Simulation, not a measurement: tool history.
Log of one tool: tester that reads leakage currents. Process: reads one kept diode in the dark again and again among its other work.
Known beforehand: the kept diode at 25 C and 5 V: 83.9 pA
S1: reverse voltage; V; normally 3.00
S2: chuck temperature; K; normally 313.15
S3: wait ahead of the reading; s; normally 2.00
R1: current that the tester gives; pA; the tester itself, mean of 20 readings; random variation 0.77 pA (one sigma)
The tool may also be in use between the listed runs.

| run | day | S1 | S2 | S3 | R1 |
|---|---|---|---|---|---|
| 1 | 0.000 | 3.00 | 313.15 | 2.00 | 245.39 |
| 2 | 1.246 | 3.00 | 313.15 | 1.25 | 244.97 |
| 3 | 3.017 | 3.00 | 313.15 | 1.25 | 244.37 |
| 4 | 5.038 | 3.00 | 313.15 | 0.66 | 243.21 |
| 5 | 6.138 | 3.00 | 315.15 | 2.00 | 285.95 |
| 6 | 7.571 | 3.00 | 313.15 | 2.00 | 239.74 |
| 7 | 8.650 | 3.00 | 313.15 | 2.00 | 240.28 |
| 8 | 9.650 | 3.00 | 313.15 | 2.00 | 240.06 |
| 9 | 10.838 | 3.00 | 313.15 | 0.35 | 242.64 |
| 10 | 11.883 | 3.00 | 313.15 | 2.00 | 239.61 |
| 11 | 12.917 | 3.00 | 295.15 | 2.00 | 48.05 |
| 12 | 14.571 | 3.00 | 295.15 | 2.00 | 48.10 |
| 13 | 15.538 | 3.00 | 295.15 | 2.00 | 47.88 |
| 14 | 17.358 | 3.00 | 295.15 | 2.00 | 47.57 |
| 15 | 18.662 | 3.00 | 295.15 | 2.00 | 47.19 |
| 16 | 20.679 | 3.00 | 313.15 | 2.00 | 231.85 |
| 17 | 22.329 | 3.03 | 313.15 | 2.00 | 232.02 |
| 18 | 23.358 | 3.03 | 313.15 | 2.00 | 234.85 |
| 19 | 25.246 | 3.03 | 313.15 | 2.00 | 231.51 |
| 20 | 27.029 | 3.03 | 313.15 | 2.00 | 230.98 |
| 21 | 29.004 | 1.30 | 327.15 | 1.04 | 498.54 |
| 22 | 30.358 | 7.57 | 311.15 | 1.00 | 292.96 |
| 23 | 32.179 | 9.35 | 294.15 | 0.55 | 77.26 |
| 24 | 34.046 | 16.68 | 304.15 | 7.03 | 223.18 |
| 25 | 35.296 | 8.69 | 322.15 | 4.32 | 757.21 |
| 26 | 37.138 | 3.22 | 326.15 | 0.42 | 671.78 |
| 27 | 38.779 | 3.22 | 326.15 | 0.42 | 670.41 |
| 28 | 39.867 | 3.22 | 326.15 | 0.42 | 669.85 |
|  | 41.088 | chuck's temperature calibrated |
| 29 | 41.646 | 7.69 | 326.15 | 0.42 | 1137.17 |
| 30 | 42.908 | 1.90 | 313.15 | 2.85 | 211.75 |
| 31 | 43.846 | 1.66 | 324.15 | 2.00 | 489.78 |
| 32 | 45.104 | 18.90 | 328.15 | 2.45 | 1945.83 |
| 33 | 46.842 | 3.00 | 329.15 | 2.00 | 935.09 |
| 34 | 47.804 | 3.00 | 329.15 | 2.00 | 931.28 |
| 35 | 49.304 | 3.00 | 329.15 | 2.00 | 924.65 |
| 36 | 50.621 | 3.52 | 313.15 | 0.32 | 276.49 |
| 37 | 52.521 | 4.08 | 328.15 | 7.13 | 975.76 |
| 38 | 53.504 | 3.00 | 319.15 | 0.87 | 414.91 |
| 39 | 54.788 | 3.00 | 295.15 | 3.24 | 51.39 |

For some of the steps in R1 from one run to the next: how much would appear even if the tool had no hidden state, given the settings, what came in and random variation, and how much remains for the hidden state plus any gauge scatter that the measured result and the result without hidden state don't share?
The hidden state here: stray current of the dirty probe card, pA a volt; current scale over the true one, %; true chuck temperature over the reading, C; drift of the gauge itself on leakage_pa, %.
Run 20 -> 21: S1 3.03 -> 1.30, S2 313.15 -> 327.15, S3 2.00 -> 1.04. R1 +267.56 pA: hidden state -32.44, all else +300.00.
Run 24 -> 25: S1 16.68 -> 8.69, S2 304.15 -> 322.15, S3 7.03 -> 4.32. R1 +534.03 pA: hidden state -79.63, all else +613.66.
Run 28 -> 29: S1 3.22 -> 7.69, chuck's temperature calibrated. R1 +467.32 pA: hidden state +112.02, all else +355.30.
Run 29 -> 30: S1 7.69 -> 1.90, S2 326.15 -> 313.15, S3 0.42 -> 2.85. R1 -925.42 pA: hidden state -9.85, all else -915.57.
Run 31 -> 32: S1 1.66 -> 18.90, S2 324.15 -> 328.15, S3 2.00 -> 2.45. R1 +1456.05 pA: hidden state +7.34, all else +1448.71.
Run 32 -> 33: S1 18.90 -> 3.00, S2 328.15 -> 329.15, S3 2.45 -> 2.00. R1 -1010.74 pA: hidden state -12.36, all else -998.38.

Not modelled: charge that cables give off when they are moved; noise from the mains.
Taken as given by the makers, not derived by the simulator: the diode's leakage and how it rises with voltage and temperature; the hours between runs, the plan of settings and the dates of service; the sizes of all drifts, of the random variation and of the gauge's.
